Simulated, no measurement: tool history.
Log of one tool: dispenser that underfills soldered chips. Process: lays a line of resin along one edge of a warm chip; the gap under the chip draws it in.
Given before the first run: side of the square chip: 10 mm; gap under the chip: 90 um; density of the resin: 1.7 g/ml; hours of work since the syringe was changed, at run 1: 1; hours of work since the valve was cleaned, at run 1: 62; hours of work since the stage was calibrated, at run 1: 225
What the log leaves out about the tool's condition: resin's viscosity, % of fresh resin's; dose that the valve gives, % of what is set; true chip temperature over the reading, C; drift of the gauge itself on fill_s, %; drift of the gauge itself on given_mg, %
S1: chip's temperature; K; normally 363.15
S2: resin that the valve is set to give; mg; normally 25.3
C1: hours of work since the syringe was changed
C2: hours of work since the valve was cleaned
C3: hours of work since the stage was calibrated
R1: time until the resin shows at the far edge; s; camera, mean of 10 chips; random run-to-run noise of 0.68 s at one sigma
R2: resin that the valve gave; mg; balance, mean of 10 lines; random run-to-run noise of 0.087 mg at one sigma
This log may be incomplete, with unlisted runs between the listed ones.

run    day      S1    S2  C1   C2   C3     R1     R2
  1      0  363.15  25.3   1   62  225   70.1  24.79
  2  0.208  363.15  25.3   4   65  228   91.5  24.89
     0.383  -- new syringe of resin
  3  0.567  368.15  25.3   3   70  233   64.2  24.83
     0.854  -- new syringe of resin
  4  0.996  368.15  25.3   2   76  239   61.9   24.8
     1.333  -- new syringe of resin
  5  1.333  368.15  25.3   0   81  244   49.6  24.65
  6  1.588  363.15  26.6   4   85  248   87.7  26.06
     1.804  -- new syringe of resin
  7  1.942  363.15  26.6   2   90  253   75.7  25.81
  8    2.2  363.15  29.8   6   94  257  105.5  28.96
     2.262  -- new syringe of resin
  9  2.608  363.15  29.8   5  100  263  101.6   28.9
     2.725  -- dispensing valve cleaned and set on the balance
     2.779  -- new syringe of resin
 10  2.888  363.15  29.8   2    2  266   71.3   29.9
 11  3.079  363.15  29.8   4    5  269   93.9  29.71
     3.238  -- new syringe of resin
 12  3.454  363.15  22.2   3   10  274   85.6     22
     3.712  -- new syringe of resin
 13  3.796  363.15  22.2   1   15  279   73.6  22.27
 14   4.05  363.15  31.9   5   19  283   98.1  31.71
     4.179  -- new syringe of resin
 15  4.383  375.15  31.9   3   24  288   49.4  31.85
 16  4.567  375.15  31.9   6   27  291   63.3  31.65
     4.633  -- new syringe of resin
 17  4.846  375.15  25.6   3   31  295   49.2   25.4
       5.1  -- new syringe of resin
 18  5.283  356.15  22.4   3   37  301  116.3  22.16
 19  5.521  356.15  22.4   6   40  304  160.5  22.25
     5.558  -- new syringe of resin
 20  5.804  356.15  22.3   4   44  308    127  22.09
     6.029  -- new syringe of resin
 21  6.158  352.15  22.2   2   49  313  133.1  21.84
     6.488  -- new syringe of resin
 22  6.567  364.15  24.5   1   55  319   67.1  24.02
 23   6.85  364.15  24.5   5   59  323  100.2  24.17
      6.95  -- new syringe of resin
 24  7.121  374.15  30.9   3   63  327   49.1  30.32
 25  7.292  374.15  30.9   5   66  330   61.2  30.25
     7.438  -- new syringe of resin
 26  7.671  374.15  30.9   3   71  335   53.3  30.13
 27  7.846  374.15  30.9   6   74  338   65.3   30.4
     7.917  -- new syringe of resin
 28  8.271  368.15  32.5   5   80  344   83.7  31.65
     8.396  -- new syringe of resin
 29  8.479  362.15  23.9   1   83  347   75.5   23.4
 30  8.746  362.15  24.6   5   87  351  109.2  23.99

Forecast each of these 3 alternatives for the next run:
      8.85  -- new syringe of resin
  A  8.954  363.15  24.8   2  90  354   ?   ?
      8.85  -- new syringe of resin
  B  8.954  358.15  25.9   2  90  354   ?   ?
      8.85  -- new syringe of resin
  C  8.954  353.15  24.6   2  90  354   ?   ?

run     R1     R2
  A   75.7  24.09
  B   95.6  25.22
  C  121.5  23.98
With no hidden state in the tool, these same runs would have given:
run    R1     R2
  A  61.7  24.79
  B    78  25.95
  C  98.9  24.66
